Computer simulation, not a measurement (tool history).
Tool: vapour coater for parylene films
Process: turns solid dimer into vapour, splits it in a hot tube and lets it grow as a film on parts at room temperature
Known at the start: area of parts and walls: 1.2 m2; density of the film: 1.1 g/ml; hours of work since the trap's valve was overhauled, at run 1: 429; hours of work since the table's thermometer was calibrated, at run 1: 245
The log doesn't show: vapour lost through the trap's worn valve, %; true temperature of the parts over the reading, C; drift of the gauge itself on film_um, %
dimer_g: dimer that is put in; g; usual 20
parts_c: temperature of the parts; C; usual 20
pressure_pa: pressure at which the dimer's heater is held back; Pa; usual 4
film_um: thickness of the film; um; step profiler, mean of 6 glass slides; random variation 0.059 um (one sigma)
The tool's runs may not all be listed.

run	hour	dimer_g	parts_c	pressure_pa	hours of work since the trap's valve was overhauled	hours of work since the table's thermometer was calibrated	film_um
1	0	20	20	4	429	245	7.43
2	27.5	20	20	4	442	258	7.37
3	53.5	20	20	4	455	270	7.44
4	75.9	20	20	4	465	281	7.42
5	101	20	20	4	477	293	7.5
6	113.8	20	20	4	484	299	7.32
7	131.3	20	20	4	492	308	7.58
8	150.3	20	20	4	501	317	7.51
9	176.3	21	20	4	513	329	7.86
10	196.8	21	20	4	523	339	7.82
11	221.3	21	20	4	535	350	7.85
12	241.7	20	20	3.15	544	360	7.6
13	258.1	20	20	3.15	552	368	7.68
# hour 278.7: trap's valve overhauled
14	282.9	20	27	4	2	378	5.63
15	294.9	20	27	4	8	384	5.55
16	320.9	20	27	4	20	396	5.55
17	334.3	20	27	4	26	402	5.49
18	357.1	20	27	4	37	413	5.54
19	372.5	20	27	4	45	421	5.5
20	389.3	20	27	4	53	429	5.51
21	411.4	20	27	4	63	439	5.48
22	425.1	20	27	4	70	446	5.61
23	445.3	20	20	9.37	79	455	6.82
24	464.2	20	20	9.37	88	464	6.74
25	485.7	20	20	9.37	99	475	6.78
26	501.5	20	13	7.29	106	482	9.5
27	517.4	20	13	7.29	114	490	9.38
28	537.8	20	13	7.29	124	500	9.41
29	550.4	20	13	7.29	130	506	9.55
30	578	14	25	3.09	143	519	4.36
31	591.2	22	20	4	149	525	8.17
32	615.4	22	20	4	161	537	8.09
33	634.9	20	26	4	170	546	5.79
34	656.5	22	22	8.25	180	556	6.92

Forecast run 35:
35	672.6	22	24	8.25	188	564	?

Run 35 gave film_um 6.37 um.
Without the tool's hidden state the same run would have given film_um 6.39 um.
